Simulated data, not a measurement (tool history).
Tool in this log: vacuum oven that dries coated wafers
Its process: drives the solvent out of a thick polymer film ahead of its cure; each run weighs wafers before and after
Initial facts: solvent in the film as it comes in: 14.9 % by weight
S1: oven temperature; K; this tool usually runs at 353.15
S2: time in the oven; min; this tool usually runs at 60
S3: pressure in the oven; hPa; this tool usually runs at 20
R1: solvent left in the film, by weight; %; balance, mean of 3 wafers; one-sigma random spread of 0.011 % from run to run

{"run": 1, "day": 0.0, "S1": 353.15, "S2": 60, "S3": 20, "R1": 1.48}
{"run": 2, "day": 0.942, "S1": 353.15, "S2": 60, "S3": 20, "R1": 1.49}
{"run": 3, "day": 2.538, "S1": 353.15, "S2": 58, "S3": 20, "R1": 1.55}
{"run": 4, "day": 3.588, "S1": 367.15, "S2": 60, "S3": 20, "R1": 0.64}
{"run": 5, "day": 4.962, "S1": 367.15, "S2": 60, "S3": 20, "R1": 0.63}
{"run": 6, "day": 6.058, "S1": 367.15, "S2": 60, "S3": 20, "R1": 0.62}
{"run": 7, "day": 6.904, "S1": 353.15, "S2": 60, "S3": 20, "R1": 1.46}
{"run": 8, "day": 8.058, "S1": 353.15, "S2": 60, "S3": 20, "R1": 1.46}
{"run": 9, "day": 9.554, "S1": 353.15, "S2": 60, "S3": 20, "R1": 1.48}
{"run": 10, "day": 10.375, "S1": 343.15, "S2": 107, "S3": 20.2, "R1": 2.3}
{"run": 11, "day": 11.229, "S1": 343.15, "S2": 107, "S3": 20.2, "R1": 2.29}
{"run": 12, "day": 12.446, "S1": 364.15, "S2": 60, "S3": 16.1, "R1": 0.61}
{"run": 13, "day": 13.367, "S1": 364.15, "S2": 60, "S3": 16.1, "R1": 0.59}
{"run": 14, "day": 14.275, "S1": 364.15, "S2": 60, "S3": 16.1, "R1": 0.6}
{"run": 15, "day": 15.129, "S1": 364.15, "S2": 60, "S3": 16, "R1": 0.59}
{"run": 16, "day": 16.354, "S1": 364.15, "S2": 60, "S3": 16, "R1": 0.61}
{"run": 17, "day": 18.038, "S1": 340.15, "S2": 54, "S3": 15.5, "R1": 4.99}

Here are 4 independent what-if runs from the current tool condition. What would each one return?
{"run": "A", "day": 19.275, "S1": 349.15, "S2": 32, "S3": 13.6, "R1": "?"}
{"run": "B", "day": 19.275, "S1": 340.15, "S2": 54, "S3": 31.1, "R1": "?"}
{"run": "C", "day": 19.275, "S1": 340.15, "S2": 79, "S3": 15.5, "R1": "?"}
{"run": "D", "day": 19.275, "S1": 340.15, "S2": 54, "S3": 26.4, "R1": "?"}

run=A R1=3.85
run=B R1=5.89
run=C R1=3.55
run=D R1=5.61
Had the tool no hidden state, the same runs would have come out as:
run=A R1=4.32
run=B R1=6.36
run=C R1=3.94
run=D R1=6.08
